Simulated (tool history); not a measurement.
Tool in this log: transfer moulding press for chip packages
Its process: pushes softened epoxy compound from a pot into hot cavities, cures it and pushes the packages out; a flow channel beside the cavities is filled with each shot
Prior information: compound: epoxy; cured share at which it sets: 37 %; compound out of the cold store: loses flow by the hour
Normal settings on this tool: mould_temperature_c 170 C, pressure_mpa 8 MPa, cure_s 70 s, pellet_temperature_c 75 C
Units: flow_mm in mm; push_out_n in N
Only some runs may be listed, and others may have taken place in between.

| run | hour | mould_temperature_c | pressure_mpa | cure_s | pellet_temperature_c | incoming compound's hours out of the cold store | flow_mm | push_out_n |
|---|---|---|---|---|---|---|---|---|
| 1 | 0 | 170 | 8 | 70 | 75 | 39.4 | 851 | 345 |
| 2 | 12 | 170 | 8 | 70 | 75 | 41.3 | 845 | 378 |
| 3 | 39.5 | 170 | 8 | 70 | 75 | 13.6 | 893 | 409 |
|  | 43.6 | cavities cleaned with cleaning compound and waxed |
| 4 | 58.7 | 170 | 8 | 70 | 75 | 9.7 | 902 | 338 |
| 5 | 86.6 | 170 | 8 | 70 | 75 | 38.1 | 835 | 392 |
| 6 | 103.7 | 170 | 8 | 70 | 83 | 11 | 889 | 416 |
|  | 116 | cavities cleaned with cleaning compound and waxed |
| 7 | 122.7 | 170 | 8 | 70 | 75 | 29.3 | 843 | 306 |
| 8 | 141.1 | 167 | 8 | 70 | 75 | 13.8 | 888 | 452 |
| 9 | 156.9 | 170 | 8 | 70 | 75 | 29.7 | 836 | 386 |
| 10 | 183.3 | 170 | 8 | 70 | 80 | 33.1 | 818 | 419 |
|  | 187.4 | cavities cleaned with cleaning compound and waxed |
| 11 | 202.3 | 173 | 8 | 70 | 80 | 8.6 | 861 | 283 |
|  | 223.9 | plunger's sealing rings changed |
| 12 | 227.3 | 177 | 8 | 70 | 75 | 26 | 850 | 288 |
| 13 | 253.9 | 177 | 8 | 70 | 75 | 29.8 | 838 | 313 |
|  | 261.5 | cavities cleaned with cleaning compound and waxed |
| 14 | 267.3 | 170 | 8 | 70 | 75 | 22.4 | 877 | 313 |
| 15 | 289.2 | 170 | 8 | 94 | 82 | 39.2 | 841 | 268 |
| 16 | 317.5 | 174 | 8.25 | 69 | 71 | 24.8 | 859 | 338 |
|  | 334.6 | cavities cleaned with cleaning compound and waxed |
| 17 | 343.3 | 174 | 7.27 | 69 | 84 | 13 | 826 | 257 |
| 18 | 363.8 | 173 | 8.71 | 94 | 78 | 12 | 902 | 257 |
| 19 | 385.8 | 164 | 8 | 79 | 75 | 31.4 | 856 | 496 |
|  | 407.1 | cavities cleaned with cleaning compound and waxed |
| 20 | 409.4 | 164 | 8 | 79 | 71 | 32.4 | 852 | 328 |
| 21 | 429.2 | 170 | 7.09 | 70 | 75 | 44.5 | 753 | 362 |
|  | 447.7 | plunger's sealing rings changed |
| 22 | 453.9 | 170 | 7.09 | 70 | 75 | 14.2 | 845 | 394 |
| 23 | 477.5 | 167 | 7.53 | 64 | 81 | 33.9 | 845 | 623 |
|  | 481.7 | cavities cleaned with cleaning compound and waxed |
| 24 | 498.5 | 170 | 7.53 | 51 | 81 | 47.8 | 795 | 679 |
| 25 | 513.1 | 170 | 7.53 | 51 | 81 | 45 | 799 | 731 |
| 26 | 536.5 | 165 | 8.53 | 51 | 81 | 47.3 | 861 | 1049 |
|  | 553.8 | cavities cleaned with cleaning compound and waxed |
| 27 | 553.8 | 165 | 8.53 | 51 | 81 | 29.2 | 905 | 682 |

Forecast each of these 5 alternatives for the next run:
| A | 565.5 | 164 | 8.53 | 79 | 66 | 26.5 | ? | ? |
| B | 565.5 | 165 | 8.53 | 104 | 81 | 28.6 | ? | ? |
| C | 565.5 | 164 | 8.62 | 98 | 75 | 30.8 | ? | ? |
| D | 565.5 | 172 | 8.53 | 74 | 81 | 33.2 | ? | ? |
| E | 565.5 | 170 | 8 | 70 | 71 | 25.2 | ? | ? |

| run | flow_mm | push_out_n |
|---|---|---|
| A | 908 | 397 |
| B | 902 | 236 |
| C | 898 | 259 |
| D | 859 | 254 |
| E | 849 | 321 |
Without the tool's hidden state the same runs would have given:
| run | flow_mm | push_out_n |
|---|---|---|
| A | 934 | 301 |
| B | 928 | 188 |
| C | 923 | 203 |
| D | 884 | 200 |
| E | 874 | 246 |
